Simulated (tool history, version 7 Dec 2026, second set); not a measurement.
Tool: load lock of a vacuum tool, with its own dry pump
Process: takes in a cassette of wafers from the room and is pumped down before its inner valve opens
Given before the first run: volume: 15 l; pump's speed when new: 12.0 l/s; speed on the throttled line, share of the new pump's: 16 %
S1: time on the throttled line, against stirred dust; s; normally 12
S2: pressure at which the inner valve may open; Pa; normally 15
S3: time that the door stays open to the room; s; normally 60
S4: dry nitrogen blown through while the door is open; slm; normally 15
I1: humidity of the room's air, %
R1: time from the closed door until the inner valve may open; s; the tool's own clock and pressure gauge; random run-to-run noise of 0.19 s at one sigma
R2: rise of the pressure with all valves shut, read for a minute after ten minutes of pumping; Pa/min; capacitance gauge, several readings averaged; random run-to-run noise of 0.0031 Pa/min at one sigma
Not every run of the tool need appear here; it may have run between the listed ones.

{"run": 1, "hour": 0.0, "S1": 12, "S2": 15, "S3": 60, "S4": 15, "I1": 44.8, "R1": 22, "R2": 0.115}
{"run": 2, "hour": 156.1, "S1": 12, "S2": 15, "S3": 60, "S4": 15, "I1": 44.3, "R1": 22.1, "R2": 0.119}
{"run": 3, "hour": 441.8, "S1": 12, "S2": 15, "S3": 60, "S4": 15, "I1": 42.1, "R1": 21.8, "R2": 0.107}
{"run": 4, "hour": 707.3, "S1": 12, "S2": 15, "S3": 60, "S4": 15, "I1": 47.3, "R1": 22.1, "R2": 0.124}
{"run": 5, "hour": 956.3, "S1": 12, "S2": 15, "S3": 60, "S4": 15, "I1": 42.2, "R1": 22.2, "R2": 0.124}
{"run": 6, "hour": 1233.9, "S1": 12, "S2": 15, "S3": 60, "S4": 15, "I1": 43.4, "R1": 22.3, "R2": 0.125}
{"run": 7, "hour": 1520.3, "S1": 10, "S2": 15, "S3": 60, "S4": 15, "I1": 44, "R1": 20.4, "R2": 0.129}
{"run": 8, "hour": 1663.5, "S1": 12, "S2": 15, "S3": 60, "S4": 15, "I1": 43.7, "R1": 22, "R2": 0.136}
{"run": 9, "hour": 1951.8, "S1": 12, "S2": 15, "S3": 60, "S4": 15, "I1": 45.2, "R1": 22.6, "R2": 0.14}
{"run": 10, "hour": 2188.7, "S1": 12, "S2": 15, "S3": 60, "S4": 15, "I1": 42.3, "R1": 21.9, "R2": 0.134}
{"run": 11, "hour": 2355.3, "S1": 12, "S2": 15, "S3": 60, "S4": 15, "I1": 50.3, "R1": 22.4, "R2": 0.152}
{"run": 12, "hour": 2567.1, "S1": 12, "S2": 15, "S3": 60, "S4": 15, "I1": 43.4, "R1": 22.4, "R2": 0.15}
{"run": 13, "hour": 2709.9, "S1": 12, "S2": 15, "S3": 60, "S4": 26, "I1": 44.4, "R1": 22.5, "R2": 0.143}
{"run": 14, "hour": 2931.6, "S1": 10, "S2": 15, "S3": 60, "S4": 15, "I1": 44.6, "R1": 20.9, "R2": 0.152}
{"run": 15, "hour": 3085.6, "S1": 12, "S2": 15, "S3": 60, "S4": 15, "I1": 44.8, "R1": 22.3, "R2": 0.159}
{"run": 16, "hour": 3309.0, "S1": 12, "S2": 15, "S3": 60, "S4": 15, "I1": 45.7, "R1": 22.4, "R2": 0.157}
{"run": 17, "hour": 3459.2, "S1": 21, "S2": 15, "S3": 60, "S4": 29, "I1": 42, "R1": 29.8, "R2": 0.146}
{"run": 18, "hour": 3593.3, "S1": 21, "S2": 15, "S3": 60, "S4": 29, "I1": 48.3, "R1": 29.9, "R2": 0.16}
{"run": 19, "hour": 3806.4, "S1": 21, "S2": 15, "S3": 60, "S4": 29, "I1": 43.2, "R1": 29.9, "R2": 0.153}
{"run": 20, "hour": 3970.1, "S1": 21, "S2": 15, "S3": 215, "S4": 28, "I1": 42.6, "R1": 29.7, "R2": 0.204}
{"run": 21, "hour": 4092.5, "S1": 21, "S2": 15, "S3": 215, "S4": 28, "I1": 44.3, "R1": 30.1, "R2": 0.211}
{"run": 22, "hour": 4333.2, "S1": 21, "S2": 15, "S3": 215, "S4": 28, "I1": 46.7, "R1": 29.8, "R2": 0.217}

Estimate the outcome of run 23 from the log above:
{"run": 23, "hour": 4455.1, "S1": 21, "S2": 15, "S3": 215, "S4": 28, "I1": 44.2, "R1": "?", "R2": "?"}

Run 23 gave R1 29.6 s, R2 0.22 Pa/min.
Without the tool's hidden state the same run would have given R1 28.4 s, R2 0.099 Pa/min.

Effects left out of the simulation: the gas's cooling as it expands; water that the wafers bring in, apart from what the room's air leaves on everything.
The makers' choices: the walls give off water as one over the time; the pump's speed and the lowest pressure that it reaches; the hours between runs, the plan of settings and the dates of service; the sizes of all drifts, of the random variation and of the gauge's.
